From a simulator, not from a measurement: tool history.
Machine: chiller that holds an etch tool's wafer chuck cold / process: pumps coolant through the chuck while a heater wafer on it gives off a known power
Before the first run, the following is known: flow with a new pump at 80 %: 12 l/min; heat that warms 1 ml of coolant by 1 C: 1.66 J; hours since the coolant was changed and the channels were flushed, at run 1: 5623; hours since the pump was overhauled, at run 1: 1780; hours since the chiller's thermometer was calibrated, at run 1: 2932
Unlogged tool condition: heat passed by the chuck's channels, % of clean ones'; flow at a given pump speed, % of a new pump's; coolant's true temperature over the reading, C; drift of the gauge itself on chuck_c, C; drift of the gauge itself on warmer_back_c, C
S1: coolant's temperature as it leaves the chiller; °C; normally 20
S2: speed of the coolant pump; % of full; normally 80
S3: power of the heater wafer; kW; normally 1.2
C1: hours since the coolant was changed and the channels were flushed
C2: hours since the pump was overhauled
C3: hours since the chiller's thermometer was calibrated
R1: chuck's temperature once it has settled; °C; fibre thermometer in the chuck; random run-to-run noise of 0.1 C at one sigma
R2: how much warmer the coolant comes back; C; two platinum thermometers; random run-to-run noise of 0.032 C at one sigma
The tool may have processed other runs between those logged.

{"run": 1, "hour": 0.0, "S1": 20, "S2": 80, "S3": 1.2, "C1": 5623, "C2": 1780, "C3": 2932, "R1": 30.2, "R2": 3.7}
{"run": 2, "hour": 31.7, "S1": 20, "S2": 80, "S3": 1.2, "C1": 5655, "C2": 1812, "C3": 2964, "R1": 30.3, "R2": 3.74}
{"run": 3, "hour": 65.3, "S1": 20, "S2": 80, "S3": 1.2, "C1": 5689, "C2": 1845, "C3": 2998, "R1": 30.3, "R2": 3.74}
{"run": 4, "hour": 114.4, "S1": 20, "S2": 80, "S3": 0.737, "C1": 5738, "C2": 1894, "C3": 3047, "R1": 26.6, "R2": 2.35}
{"run": 5, "hour": 145.0, "S1": 20, "S2": 80, "S3": 0.737, "C1": 5768, "C2": 1925, "C3": 3077, "R1": 26.5, "R2": 2.31}
{"run": 6, "hour": 168.9, "S1": 20, "S2": 80, "S3": 0.737, "C1": 5792, "C2": 1949, "C3": 3101, "R1": 26.6, "R2": 2.29}
{"run": 7, "hour": 217.3, "S1": 20, "S2": 80, "S3": 0.737, "C1": 5841, "C2": 1997, "C3": 3150, "R1": 26.5, "R2": 2.3}
{"run": 8, "hour": 267.4, "S1": 17, "S2": 80, "S3": 0.737, "C1": 5891, "C2": 2047, "C3": 3200, "R1": 23.6, "R2": 2.36}
{"run": 9, "hour": 296.3, "S1": 20, "S2": 75, "S3": 1.2, "C1": 5920, "C2": 2076, "C3": 3229, "R1": 31, "R2": 4.07}
{"run": 10, "hour": 325.0, "S1": 20, "S2": 75, "S3": 1.2, "C1": 5948, "C2": 2105, "C3": 3257, "R1": 30.9, "R2": 4.06}
{"run": 11, "hour": 351.1, "S1": 20, "S2": 80, "S3": 1.676, "C1": 5975, "C2": 2131, "C3": 3283, "R1": 34.2, "R2": 5.25}
{"run": 12, "hour": 389.0, "S1": 20, "S2": 75, "S3": 0.706, "C1": 6012, "C2": 2169, "C3": 3321, "R1": 26.6, "R2": 2.39}
{"run": 13, "hour": 428.4, "S1": 28, "S2": 85, "S3": 0.706, "C1": 6052, "C2": 2208, "C3": 3361, "R1": 34, "R2": 2.07}
{"run": 14, "hour": 467.1, "S1": 20, "S2": 80, "S3": 1.642, "C1": 6091, "C2": 2247, "C3": 3399, "R1": 34.1, "R2": 5.16}
{"run": 15, "hour": 490.4, "S1": 20, "S2": 80, "S3": 1.2, "C1": 6114, "C2": 2270, "C3": 3423, "R1": 30.5, "R2": 3.77}
{"run": 16, "hour": 518.5, "S1": 15, "S2": 60, "S3": 1.2, "C1": 6142, "C2": 2298, "C3": 3451, "R1": 27.9, "R2": 5.16}
{"run": 17, "hour": 542.2, "S1": 15, "S2": 67, "S3": 1.2, "C1": 6166, "C2": 2322, "C3": 3474, "R1": 27, "R2": 4.59}
{"run": 18, "hour": 572.4, "S1": 20, "S2": 91, "S3": 1.158, "C1": 6196, "C2": 2352, "C3": 3505, "R1": 29.1, "R2": 3.23}
{"run": 19, "hour": 605.6, "S1": 20, "S2": 85, "S3": 1.731, "C1": 6229, "C2": 2386, "C3": 3538, "R1": 34.2, "R2": 5.1}
{"run": 20, "hour": 636.0, "S1": 27, "S2": 64, "S3": 1.634, "C1": 6260, "C2": 2416, "C3": 3568, "R1": 43.7, "R2": 6.58}
{"run": 21, "hour": 680.5, "S1": 14, "S2": 80, "S3": 0.825, "C1": 6304, "C2": 2460, "C3": 3613, "R1": 21.5, "R2": 2.61}

A few steps of R1 between consecutive runs. Split each: what settings, incoming material and random variation would produce without the hidden state, and what is left over for the hidden state, along with gauge scatter present in only one of the two compared results (measured, and without hidden state):
Run 13 -> 14: S1 28 -> 20, S2 85 -> 80, S3 0.706 -> 1.642. R1 +0.1 °C: hidden state +1, all else -0.9.
Run 19 -> 20: S1 20 -> 27, S2 85 -> 64, S3 1.731 -> 1.634. R1 +9.5 °C: hidden state +0.2, all else +9.3.
Run 20 -> 21: S1 27 -> 14, S2 64 -> 80, S3 1.634 -> 0.825. R1 -22.2 °C: hidden state -1, all else -21.2.
